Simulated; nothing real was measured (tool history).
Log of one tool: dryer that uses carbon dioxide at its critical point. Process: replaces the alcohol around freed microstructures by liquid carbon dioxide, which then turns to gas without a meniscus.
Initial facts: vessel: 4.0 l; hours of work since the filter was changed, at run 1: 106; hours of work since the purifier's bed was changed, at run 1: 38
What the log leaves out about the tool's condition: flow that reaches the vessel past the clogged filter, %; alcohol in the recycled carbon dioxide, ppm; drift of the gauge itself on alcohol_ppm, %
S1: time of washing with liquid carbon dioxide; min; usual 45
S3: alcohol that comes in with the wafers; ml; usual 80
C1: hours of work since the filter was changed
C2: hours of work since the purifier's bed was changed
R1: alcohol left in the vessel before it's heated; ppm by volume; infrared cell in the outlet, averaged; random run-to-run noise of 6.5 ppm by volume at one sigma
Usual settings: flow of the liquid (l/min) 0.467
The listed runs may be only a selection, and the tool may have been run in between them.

run 1 hour=0 | S1=45 flow_of_the_liquid_(l/min)=0.467 S3=80 | C1=106 C2=38 | R1=313
run 2 hour=18.3 | S1=45 flow_of_the_liquid_(l/min)=0.467 S3=80 | C1=114 C2=46 | R1=303
run 3 hour=38.8 | S1=45 flow_of_the_liquid_(l/min)=0.467 S3=80 | C1=123 C2=56 | R1=312
run 4 hour=51.1 | S1=45 flow_of_the_liquid_(l/min)=0.467 S3=94 | C1=129 C2=61 | R1=364
run 5 hour=70 | S1=45 flow_of_the_liquid_(l/min)=0.467 S3=94 | C1=138 C2=70 | R1=367
run 6 hour=87.1 | S1=45 flow_of_the_liquid_(l/min)=0.467 S3=94 | C1=146 C2=78 | R1=370
run 7 hour=97 | S1=45 flow_of_the_liquid_(l/min)=0.467 S3=94 | C1=150 C2=83 | R1=377
run 8 hour=106.2 | S1=45 flow_of_the_liquid_(l/min)=0.467 S3=80 | C1=154 C2=87 | R1=325
run 9 hour=120.9 | S1=45 flow_of_the_liquid_(l/min)=0.467 S3=80 | C1=161 C2=94 | R1=331
run 10 hour=131.1 | S1=45 flow_of_the_liquid_(l/min)=0.467 S3=80 | C1=166 C2=98 | R1=330
run 11 hour=146.6 | S1=45 flow_of_the_liquid_(l/min)=0.467 S3=80 | C1=173 C2=105 | R1=329
run 12 hour=167.1 | S1=45 flow_of_the_liquid_(l/min)=0.416 S3=80 | C1=183 C2=115 | R1=509
run 13 hour=178.4 | S1=48 flow_of_the_liquid_(l/min)=0.467 S3=80 | C1=188 C2=120 | R1=258
run 14 hour=189.9 | S1=64 flow_of_the_liquid_(l/min)=0.467 S3=80 | C1=193 C2=125 | R1=72
run 15 hour=209 | S1=45 flow_of_the_liquid_(l/min)=0.467 S3=69 | C1=202 C2=134 | R1=295
run 16 hour=220.8 | S1=62 flow_of_the_liquid_(l/min)=0.387 S3=26 | C1=207 C2=140 | R1=85
run 17 hour=236.5 | S1=45 flow_of_the_liquid_(l/min)=0.467 S3=118 | C1=215 C2=147 | R1=508
run 18 hour=246 | S1=63 flow_of_the_liquid_(l/min)=0.662 S3=54 | C1=219 C2=151 | R1=25
run 19 hour=257.2 | S1=64 flow_of_the_liquid_(l/min)=0.398 S3=54 | C1=224 C2=157 | R1=110
run 20 hour=277.3 | S1=56 flow_of_the_liquid_(l/min)=0.398 S3=54 | C1=233 C2=166 | R1=199
run 21 hour=293.9 | S1=56 flow_of_the_liquid_(l/min)=0.398 S3=54 | C1=241 C2=173 | R1=198
run 22 hour=303.3 | S1=71 flow_of_the_liquid_(l/min)=0.546 S3=67 | C1=245 C2=178 | R1=31
run 23 hour=317.2 | S1=71 flow_of_the_liquid_(l/min)=0.546 S3=67 | C1=252 C2=184 | R1=27
run 24 hour=327.9 | S1=69 flow_of_the_liquid_(l/min)=0.32 S3=67 | C1=257 C2=189 | R1=258
run 25 hour=348.4 | S1=48 flow_of_the_liquid_(l/min)=0.467 S3=85 | C1=266 C2=199 | R1=304
run 26 hour=366.1 | S1=54 flow_of_the_liquid_(l/min)=0.389 S3=33 | C1=274 C2=207 | R1=166
run 27 hour=382.4 | S1=54 flow_of_the_liquid_(l/min)=0.389 S3=33 | C1=282 C2=214 | R1=173
run 28 hour=394.3 | S1=54 flow_of_the_liquid_(l/min)=0.389 S3=33 | C1=287 C2=220 | R1=178
run 29 hour=414.6 | S1=54 flow_of_the_liquid_(l/min)=0.389 S3=33 | C1=297 C2=229 | R1=173

What if the next run were any one of these 3? Each begins from the tool's condition after run 29:
run A hour=428.4 | S1=62 flow_of_the_liquid_(l/min)=0.484 S3=33 | C1=303 C2=235 | R1=?
run B hour=428.4 | S1=54 flow_of_the_liquid_(l/min)=0.389 S3=105 | C1=303 C2=235 | R1=?
run C hour=428.4 | S1=45 flow_of_the_liquid_(l/min)=0.683 S3=80 | C1=303 C2=235 | R1=?

run=A R1=54
run=B R1=497
run=C R1=81
Without the tool's unlogged condition, the same runs would have read:
run=A R1=25
run=B R1=357
run=C R1=42
